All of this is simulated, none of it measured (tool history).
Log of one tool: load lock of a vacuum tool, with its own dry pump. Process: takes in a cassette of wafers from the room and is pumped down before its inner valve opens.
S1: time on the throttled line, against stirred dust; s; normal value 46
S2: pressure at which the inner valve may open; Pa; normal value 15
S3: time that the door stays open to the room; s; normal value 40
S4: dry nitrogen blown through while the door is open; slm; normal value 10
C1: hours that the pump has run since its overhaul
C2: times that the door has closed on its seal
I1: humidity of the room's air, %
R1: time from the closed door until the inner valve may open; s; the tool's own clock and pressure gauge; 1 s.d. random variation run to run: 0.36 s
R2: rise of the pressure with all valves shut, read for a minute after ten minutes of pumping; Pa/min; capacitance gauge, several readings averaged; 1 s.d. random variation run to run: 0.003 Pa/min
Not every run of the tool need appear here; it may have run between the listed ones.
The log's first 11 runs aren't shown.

run     hour  S1  S2   S3  S4     C1     C2    I1     R1     R2
 12   2974.4  46  15   51  10   7462  13616  43.5   65.5  0.179
 13   3236.8  46  15   40  10   7724  14286  47.3   65.8  0.201
 14   3551.9  46  21   40  10   8040  15090  44.3   64.6  0.210
 15   3886.2  46  21   40  10   8374  15943  43.0   64.7  0.218
 16   4212.7  46  15   40   5   8700  16777  45.6   66.3  0.243
 17   4518.7  46  15   40   5   9006  17558  47.5   66.2  0.258
 18   4792.1  46  15   40  10   9280  18255  43.8   66.1  0.262
 19   5057.3  46  15   40  10   9545  18932  45.1   66.2  0.282
 20   5440.2  46  15   40   9   9928  19910  45.9   66.3  0.290
 21   5620.7  46  15   40   9  10108  20370  44.4   66.5  0.306
 22   6019.1  46  15  145   9  10507  21387  47.3   66.0  0.377
 23   6349.5  46  17  177  10  10837  22230  42.6   66.2  0.404
 24   6710.1  51  15   40  10  11198  23150  45.7   71.6  0.367
 25   6998.2  51  15   40  10  11486  23886  45.2   71.5  0.371
 26   7367.5  91  15   40  10  11855  24828  42.7  106.9  0.396
 27   7764.7  40  16   40   4  12252  25842  43.9   61.7  0.424
 28   8092.0  46  12   90  10  12580  26677  43.7   67.8  0.474
 29   8388.4  28  15   71  40  12876  27434  47.1   51.9  0.464
 30   8689.4  60  28   30  40  13177  28202  45.4   78.2  0.472
 31   9081.0  59  28   30  40  13569  29201  43.9   76.7  0.497
 32   9289.7  24  20   69  16  13777  29734  47.6   47.6  0.539
 33   9674.9  24  20   69  16  14162  30717  42.6   47.5  0.552
 34   9963.7  24  28   90  13  14451  31454  46.9   46.5  0.597
     10090.8  -- dry pump taken out, an overhauled one fitted
 35  10355.0  24  17   90   8    264  32437  44.3   44.0  0.621
 36  10716.8  34  28   29  17    626  33361  46.1   51.4  0.621

Predict each of these 3 candidate next runs independently; none follows another, all start after run 36:
     10949.3  -- door's seal changed, seat wiped
  A  11045.1  68  15  128  17  953  245  45.0   ?   ?
     10949.3  -- door's seal changed, seat wiped
  B  11045.1  34  22  116  17  953  245  46.3   ?   ?
     10949.3  -- door's seal changed, seat wiped
  C  11045.1  46  13   81  21  953  245  43.9   ?   ?

run    R1     R2
  A  83.0  0.070
  B  52.6  0.071
  C  64.3  0.052
With no hidden state in the tool, these same runs would have given:
run    R1     R2
  A  82.9  0.067
  B  52.5  0.068
  C  64.1  0.049

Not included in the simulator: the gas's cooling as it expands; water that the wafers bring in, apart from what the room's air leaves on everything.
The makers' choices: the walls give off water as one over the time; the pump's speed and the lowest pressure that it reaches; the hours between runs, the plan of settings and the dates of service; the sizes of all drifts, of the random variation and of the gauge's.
